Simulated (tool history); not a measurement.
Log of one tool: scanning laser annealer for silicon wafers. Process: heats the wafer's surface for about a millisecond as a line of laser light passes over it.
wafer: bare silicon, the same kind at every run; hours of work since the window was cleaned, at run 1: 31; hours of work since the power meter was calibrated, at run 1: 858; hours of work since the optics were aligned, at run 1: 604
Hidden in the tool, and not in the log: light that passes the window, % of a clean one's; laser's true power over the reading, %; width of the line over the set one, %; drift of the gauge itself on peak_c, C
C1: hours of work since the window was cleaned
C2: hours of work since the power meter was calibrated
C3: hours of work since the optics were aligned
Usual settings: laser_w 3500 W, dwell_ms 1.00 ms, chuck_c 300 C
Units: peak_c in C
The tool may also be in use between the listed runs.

{"run": 1, "hour": 0.0, "laser_w": 3500, "dwell_ms": 1.0, "chuck_c": 300, "C1": 31, "C2": 858, "C3": 604, "peak_c": 1092}
{"run": 2, "hour": 35.7, "laser_w": 3500, "dwell_ms": 1.0, "chuck_c": 336, "C1": 55, "C2": 881, "C3": 628, "peak_c": 1127}
{"run": 3, "hour": 73.8, "laser_w": 3500, "dwell_ms": 1.0, "chuck_c": 336, "C1": 80, "C2": 907, "C3": 653, "peak_c": 1127}
{"run": 4, "hour": 113.8, "laser_w": 3500, "dwell_ms": 1.0, "chuck_c": 336, "C1": 107, "C2": 933, "C3": 680, "peak_c": 1125}
{"run": 5, "hour": 147.6, "laser_w": 3500, "dwell_ms": 1.0, "chuck_c": 336, "C1": 129, "C2": 956, "C3": 702, "peak_c": 1126}
{"run": 6, "hour": 187.8, "laser_w": 3500, "dwell_ms": 1.0, "chuck_c": 336, "C1": 156, "C2": 982, "C3": 729, "peak_c": 1121}
{"hour": 193.0, "done": "laser's power meter calibrated"}
{"run": 7, "hour": 217.8, "laser_w": 3500, "dwell_ms": 1.0, "chuck_c": 336, "C1": 174, "C2": 16, "C3": 747, "peak_c": 1120}
{"run": 8, "hour": 241.9, "laser_w": 3500, "dwell_ms": 1.0, "chuck_c": 336, "C1": 190, "C2": 32, "C3": 763, "peak_c": 1121}
{"run": 9, "hour": 273.5, "laser_w": 3500, "dwell_ms": 1.0, "chuck_c": 333, "C1": 211, "C2": 53, "C3": 784, "peak_c": 1117}
{"run": 10, "hour": 320.1, "laser_w": 3500, "dwell_ms": 1.0, "chuck_c": 300, "C1": 241, "C2": 84, "C3": 815, "peak_c": 1088}
{"run": 11, "hour": 358.4, "laser_w": 3500, "dwell_ms": 1.17, "chuck_c": 287, "C1": 267, "C2": 110, "C3": 840, "peak_c": 1132}
{"hour": 376.8, "done": "laser's power meter calibrated, once more"}
{"run": 12, "hour": 406.8, "laser_w": 3500, "dwell_ms": 1.17, "chuck_c": 287, "C1": 297, "C2": 20, "C3": 870, "peak_c": 1133}
{"run": 13, "hour": 455.6, "laser_w": 3500, "dwell_ms": 0.94, "chuck_c": 287, "C1": 329, "C2": 52, "C3": 902, "peak_c": 1044}
{"run": 14, "hour": 476.8, "laser_w": 3208, "dwell_ms": 0.99, "chuck_c": 300, "C1": 343, "C2": 66, "C3": 916, "peak_c": 1003}
{"run": 15, "hour": 511.6, "laser_w": 3208, "dwell_ms": 0.99, "chuck_c": 300, "C1": 366, "C2": 89, "C3": 940, "peak_c": 1002}
{"run": 16, "hour": 550.8, "laser_w": 3360, "dwell_ms": 1.0, "chuck_c": 277, "C1": 393, "C2": 115, "C3": 966, "peak_c": 1019}
{"run": 17, "hour": 591.4, "laser_w": 3360, "dwell_ms": 1.0, "chuck_c": 277, "C1": 419, "C2": 142, "C3": 993, "peak_c": 1019}
{"run": 18, "hour": 618.7, "laser_w": 3618, "dwell_ms": 0.75, "chuck_c": 317, "C1": 438, "C2": 161, "C3": 1011, "peak_c": 1012}
{"run": 19, "hour": 651.7, "laser_w": 3618, "dwell_ms": 0.75, "chuck_c": 317, "C1": 459, "C2": 182, "C3": 1032, "peak_c": 1008}

Forecast each of these 5 alternatives for the next run:
{"run": "A", "hour": 681.4, "laser_w": 3584, "dwell_ms": 0.94, "chuck_c": 317, "C1": 479, "C2": 202, "C3": 1052, "peak_c": "?"}
{"run": "B", "hour": 681.4, "laser_w": 3500, "dwell_ms": 0.73, "chuck_c": 339, "C1": 479, "C2": 202, "C3": 1052, "peak_c": "?"}
{"run": "C", "hour": 681.4, "laser_w": 3679, "dwell_ms": 0.89, "chuck_c": 297, "C1": 479, "C2": 202, "C3": 1052, "peak_c": "?"}
{"run": "D", "hour": 681.4, "laser_w": 3592, "dwell_ms": 0.84, "chuck_c": 316, "C1": 479, "C2": 202, "C3": 1052, "peak_c": "?"}
{"run": "E", "hour": 681.4, "laser_w": 3299, "dwell_ms": 0.93, "chuck_c": 265, "C1": 479, "C2": 202, "C3": 1052, "peak_c": "?"}

run=A peak_c=1087
run=B peak_c=996
run=C peak_c=1068
run=D peak_c=1044
run=E peak_c=965
Without the tool's hidden state the same runs would have given:
run=A peak_c=1122
run=B peak_c=1026
run=C peak_c=1104
run=D peak_c=1078
run=E peak_c=997
